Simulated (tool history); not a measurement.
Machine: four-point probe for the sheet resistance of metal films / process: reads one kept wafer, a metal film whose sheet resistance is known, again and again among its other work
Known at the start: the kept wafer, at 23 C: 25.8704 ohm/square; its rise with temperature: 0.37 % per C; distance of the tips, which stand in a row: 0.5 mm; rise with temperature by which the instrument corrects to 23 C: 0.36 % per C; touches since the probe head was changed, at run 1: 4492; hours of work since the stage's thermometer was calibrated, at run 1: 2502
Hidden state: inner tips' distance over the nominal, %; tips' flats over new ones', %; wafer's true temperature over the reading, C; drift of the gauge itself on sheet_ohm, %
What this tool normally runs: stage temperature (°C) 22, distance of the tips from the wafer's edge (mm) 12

run	hour	stage temperature (°C)	distance of the tips from the wafer's edge (mm)	touches since the probe head was changed	hours of work since the stage's thermometer was calibrated	sheet resistance as the instrument gives it (ohm/square)
1	0	22	12	4492	2502	26.005144
2	64.4	22	12	5701	2546	26.000217
3	113.6	22	12	6625	2579	26.005526
4	152.8	18	12	7362	2605	26.003421
5	203.7	22	12	8317	2639	26.012588
6	275.4	22	12	9665	2688	26.024197
7	356.3	22	12	11183	2742	26.011894
8	442.5	22	12	12803	2800	26.017889
9	486.2	22	3	13623	2829	26.389265
10	537.2	22	8	14582	2863	26.06531
11	572.7	22	8	15248	2887	26.05339
# hour 594.3: stage's thermometer calibrated
12	645.8	22	12	16611	35	26.080558
13	691.4	22	12	17468	65	26.088226
14	726.6	18	12	18130	89	26.071153
15	782.8	18	12	19185	127	26.081871
16	842.3	18	12	20303	167	26.081388
17	905.2	18	12	21484	209	26.076097
18	978.3	26	12	22856	258	26.103092
# hour 1019: stage's thermometer calibrated, once more
19	1019.5	26	12	23620	0	25.95903
20	1078.3	26	12	24725	40	25.962147
21	1154.7	26	47	26159	91	25.935888
22	1240	26	47	27762	149	25.933451
23	1292	26	47	28738	183	25.946575
24	1340.5	22	5	29650	216	26.079508
25	1385.8	22	10	30501	247	25.975967
26	1471.9	34	14	32118	304	25.988085
27	1533.1	22	54	33268	346	25.956189
28	1607.5	22	54	34665	396	25.941848
29	1665.9	28	12	35761	435	25.983508
30	1746.8	28	12	37281	489	25.993421
31	1830.7	27	19	38857	546	25.983651
32	1881.1	27	7	39803	579	26.048168
33	1937.4	27	7	40860	617	26.047901
34	2001.5	21	15	42066	660	25.975075
35	2069.8	22	17	43348	706	25.979153
36	2139.8	35	71	44663	753	26.000828
37	2186.9	32	9	45546	785	26.036499
38	2266.8	32	8	47047	839	26.047048
39	2348	32	8	48572	893	26.063996
40	2411.8	29	73	49771	936	26.004046
41	2459.1	34	73	50660	968	26.018102
42	2531.7	34	5	52023	1017	26.149182
43	2593.2	26	10	53179	1058	26.03778
44	2635	22	14	53963	1086	26.019634
45	2686	22	14	54921	1120	26.019694

What if the next run were any one of these 4? Each begins from the tool's condition after run 45:
A	2768.7	22	6	56475	1176	?
B	2768.7	30	12	56475	1176	?
C	2768.7	22	12	56475	1176	?
D	2768.7	32	15	56475	1176	?

run	sheet resistance as the instrument gives it (ohm/square)
A	26.098516
B	26.03991
C	26.031739
D	26.036808
The same runs, with their run-to-run variation unchanged, on a tool lacking any hidden condition would have given:
run	sheet resistance as the instrument gives it (ohm/square)
A	25.960522
B	25.903167
C	25.894076
D	25.90031
